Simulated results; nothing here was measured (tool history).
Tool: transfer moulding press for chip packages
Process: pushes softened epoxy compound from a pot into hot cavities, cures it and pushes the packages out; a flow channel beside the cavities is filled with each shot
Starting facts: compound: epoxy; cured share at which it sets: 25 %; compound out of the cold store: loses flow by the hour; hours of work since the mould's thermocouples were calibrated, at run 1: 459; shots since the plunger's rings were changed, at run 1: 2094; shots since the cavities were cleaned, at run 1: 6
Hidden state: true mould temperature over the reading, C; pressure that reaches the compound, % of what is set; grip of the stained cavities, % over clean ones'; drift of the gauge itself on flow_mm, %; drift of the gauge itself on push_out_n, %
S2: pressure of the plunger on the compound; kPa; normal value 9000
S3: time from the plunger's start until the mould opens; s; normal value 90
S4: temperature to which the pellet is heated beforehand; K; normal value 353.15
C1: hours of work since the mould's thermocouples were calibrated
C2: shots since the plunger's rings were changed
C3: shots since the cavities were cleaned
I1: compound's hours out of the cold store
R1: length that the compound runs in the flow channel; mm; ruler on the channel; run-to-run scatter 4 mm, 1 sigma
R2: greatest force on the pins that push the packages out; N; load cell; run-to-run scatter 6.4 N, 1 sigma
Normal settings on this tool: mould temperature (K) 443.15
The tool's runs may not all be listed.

{"run": 1, "hour": 0.0, "mould temperature (K)": 443.15, "S2": 9000, "S3": 90, "S4": 353.15, "C1": 459, "C2": 2094, "C3": 6, "I1": 40.1, "R1": 501, "R2": 250}
{"run": 2, "hour": 29.9, "mould temperature (K)": 443.15, "S2": 9000, "S3": 90, "S4": 356.15, "C1": 472, "C2": 2356, "C3": 268, "I1": 13.5, "R1": 591, "R2": 304}
{"run": 3, "hour": 75.2, "mould temperature (K)": 443.15, "S2": 9000, "S3": 90, "S4": 356.15, "C1": 491, "C2": 2753, "C3": 665, "I1": 17.5, "R1": 581, "R2": 336}
{"hour": 92.7, "done": "cavities cleaned with cleaning compound and waxed"}
{"run": 4, "hour": 127.1, "mould temperature (K)": 443.15, "S2": 9000, "S3": 87, "S4": 353.15, "C1": 511, "C2": 3194, "C3": 301, "I1": 44.4, "R1": 485, "R2": 313}
{"run": 5, "hour": 153.8, "mould temperature (K)": 443.15, "S2": 9000, "S3": 87, "S4": 360.15, "C1": 523, "C2": 3427, "C3": 534, "I1": 30.7, "R1": 526, "R2": 358}
{"hour": 183.2, "done": "cavities cleaned with cleaning compound and waxed"}
{"run": 6, "hour": 212.9, "mould temperature (K)": 443.15, "S2": 9000, "S3": 87, "S4": 360.15, "C1": 547, "C2": 3932, "C3": 261, "I1": 27.3, "R1": 532, "R2": 316}
{"hour": 271.5, "done": "cavities cleaned with cleaning compound and waxed"}
{"run": 7, "hour": 271.5, "mould temperature (K)": 443.15, "S2": 9000, "S3": 87, "S4": 360.15, "C1": 570, "C2": 4431, "C3": 0, "I1": 21.2, "R1": 560, "R2": 277}
{"run": 8, "hour": 303.0, "mould temperature (K)": 443.15, "S2": 9000, "S3": 90, "S4": 359.15, "C1": 583, "C2": 4706, "C3": 275, "I1": 24.4, "R1": 542, "R2": 296}
{"hour": 308.9, "done": "mould's thermocouples calibrated"}
{"run": 9, "hour": 331.2, "mould temperature (K)": 443.15, "S2": 9000, "S3": 90, "S4": 359.15, "C1": 9, "C2": 4936, "C3": 505, "I1": 11.9, "R1": 589, "R2": 358}
{"hour": 361.8, "done": "cavities cleaned with cleaning compound and waxed"}
{"run": 10, "hour": 383.5, "mould temperature (K)": 443.15, "S2": 9000, "S3": 90, "S4": 353.15, "C1": 30, "C2": 5381, "C3": 190, "I1": 10.3, "R1": 610, "R2": 310}
{"run": 11, "hour": 436.8, "mould temperature (K)": 443.15, "S2": 9000, "S3": 90, "S4": 353.15, "C1": 53, "C2": 5847, "C3": 656, "I1": 46.6, "R1": 462, "R2": 359}
{"hour": 453.4, "done": "cavities cleaned with cleaning compound and waxed"}
{"run": 12, "hour": 475.8, "mould temperature (K)": 443.15, "S2": 9000, "S3": 90, "S4": 353.15, "C1": 68, "C2": 6175, "C3": 196, "I1": 30.9, "R1": 516, "R2": 295}
{"hour": 508.9, "done": "plunger's sealing rings changed"}
{"run": 13, "hour": 534.6, "mould temperature (K)": 443.15, "S2": 9000, "S3": 90, "S4": 353.15, "C1": 92, "C2": 225, "C3": 689, "I1": 10.2, "R1": 627, "R2": 379}
{"hour": 546.4, "done": "cavities cleaned with cleaning compound and waxed"}
{"hour": 587.1, "done": "mould's thermocouples calibrated, once more"}
{"run": 14, "hour": 591.7, "mould temperature (K)": 443.15, "S2": 9000, "S3": 90, "S4": 353.15, "C1": 2, "C2": 694, "C3": 379, "I1": 24.3, "R1": 564, "R2": 314}
{"run": 15, "hour": 622.1, "mould temperature (K)": 443.15, "S2": 9000, "S3": 90, "S4": 353.15, "C1": 15, "C2": 960, "C3": 645, "I1": 8.6, "R1": 628, "R2": 341}
{"hour": 638.9, "done": "cavities cleaned with cleaning compound and waxed"}
{"run": 16, "hour": 658.5, "mould temperature (K)": 443.15, "S2": 8710, "S3": 90, "S4": 355.15, "C1": 29, "C2": 1265, "C3": 171, "I1": 36.1, "R1": 508, "R2": 273}
{"run": 17, "hour": 692.4, "mould temperature (K)": 439.15, "S2": 7770, "S3": 90, "S4": 353.15, "C1": 43, "C2": 1562, "C3": 468, "I1": 25, "R1": 524, "R2": 402}
{"run": 18, "hour": 721.9, "mould temperature (K)": 439.15, "S2": 7770, "S3": 90, "S4": 353.15, "C1": 55, "C2": 1820, "C3": 726, "I1": 38.1, "R1": 474, "R2": 395}
{"hour": 729.2, "done": "cavities cleaned with cleaning compound and waxed"}
{"run": 19, "hour": 752.8, "mould temperature (K)": 439.15, "S2": 7770, "S3": 90, "S4": 353.15, "C1": 68, "C2": 2078, "C3": 207, "I1": 40.6, "R1": 467, "R2": 352}
{"run": 20, "hour": 795.9, "mould temperature (K)": 436.15, "S2": 8400, "S3": 73, "S4": 362.15, "C1": 86, "C2": 2454, "C3": 583, "I1": 36.3, "R1": 507, "R2": 775}
{"hour": 819.0, "done": "cavities cleaned with cleaning compound and waxed"}
{"run": 21, "hour": 859.3, "mould temperature (K)": 436.15, "S2": 9000, "S3": 90, "S4": 353.15, "C1": 111, "C2": 2996, "C3": 352, "I1": 36.7, "R1": 519, "R2": 424}
{"run": 22, "hour": 886.1, "mould temperature (K)": 436.15, "S2": 9000, "S3": 90, "S4": 353.15, "C1": 123, "C2": 3231, "C3": 587, "I1": 10.1, "R1": 626, "R2": 531}

What will run 23 give?
{"hour": 911.2, "done": "cavities cleaned with cleaning compound and waxed"}
{"run": 23, "hour": 930.8, "mould temperature (K)": 435.15, "S2": 9000, "S3": 95, "S4": 357.15, "C1": 141, "C2": 3609, "C3": 172, "I1": 32.4, "R1": "?", "R2": "?"}

R1: 530 mm
R2: 382 N
With no hidden state in the tool, this same run would have given R1 547 mm, R2 326 N.

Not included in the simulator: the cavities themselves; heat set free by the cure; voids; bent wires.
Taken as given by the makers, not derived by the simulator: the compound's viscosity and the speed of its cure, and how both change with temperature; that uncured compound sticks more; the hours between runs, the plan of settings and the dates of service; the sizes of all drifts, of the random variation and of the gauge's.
